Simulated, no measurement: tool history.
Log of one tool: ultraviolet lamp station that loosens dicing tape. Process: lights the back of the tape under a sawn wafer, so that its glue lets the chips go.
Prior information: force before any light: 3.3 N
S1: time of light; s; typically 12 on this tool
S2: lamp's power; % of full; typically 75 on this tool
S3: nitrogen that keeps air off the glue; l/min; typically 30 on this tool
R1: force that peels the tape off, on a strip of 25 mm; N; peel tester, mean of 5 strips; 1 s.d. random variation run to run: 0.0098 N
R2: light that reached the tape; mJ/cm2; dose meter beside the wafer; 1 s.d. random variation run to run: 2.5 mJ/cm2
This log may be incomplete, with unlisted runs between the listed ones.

run,hour,S1,S2,S3,R1,R2
1,0,12,75,30,0.424,297
2,27.4,12,75,30,0.448,301
3,61.3,12,87,30,0.347,343
4,77.9,12,87,14,0.477,346
5,105.7,12,87,14,0.461,345
6,136.4,12,87,14,0.477,347
7,173.3,12,87,14,0.476,345
8,188.8,12,87,31,0.33,348
9,204.4,9,87,37,0.459,258

Run 10 is up next; what results do you expect?
10,219.2,13,87,56,?,?

R1: 0.293 N
R2: 371 mJ/cm2
The same run, on a tool lacking any hidden state, would have yielded R1 0.293 N, R2 372 mJ/cm2.
